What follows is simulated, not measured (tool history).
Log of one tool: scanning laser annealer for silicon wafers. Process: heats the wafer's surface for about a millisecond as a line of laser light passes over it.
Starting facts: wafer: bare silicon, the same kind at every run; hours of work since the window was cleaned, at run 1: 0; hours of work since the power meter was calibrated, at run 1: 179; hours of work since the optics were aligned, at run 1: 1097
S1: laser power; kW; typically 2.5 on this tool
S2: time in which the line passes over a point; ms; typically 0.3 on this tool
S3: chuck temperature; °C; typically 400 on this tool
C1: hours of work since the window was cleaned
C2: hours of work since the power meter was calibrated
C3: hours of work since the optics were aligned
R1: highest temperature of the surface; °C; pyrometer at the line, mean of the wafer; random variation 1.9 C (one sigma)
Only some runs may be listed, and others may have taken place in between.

run	day	S1	S2	S3	C1	C2	C3	R1
1	0	2.5	0.3	400	0	179	1097	1138
2	0.621	2.5	0.3	400	9	188	1106	1137
3	1.075	2.5	0.218	400	16	195	1113	1018
4	1.5	2.5	0.218	400	22	201	1119	1016
5	2.304	2.5	0.3	400	34	213	1130	1133
6	3	2.5	0.3	400	44	223	1141	1135
7	3.521	2.5	0.259	400	51	231	1148	1079
# day 3.792: optics aligned, line set to its width
8	4.088	2.5	0.283	400	57	236	4	1115
9	4.633	2.5	0.283	400	65	244	12	1115

What does the tool deliver on the next run?
10	5.133	2.44	0.332	402	72	251	20	?

R1: 1155 °C
Take away the tool's hidden state, keep the run-to-run variation as it was, and the same run would have given R1 1155 °C.
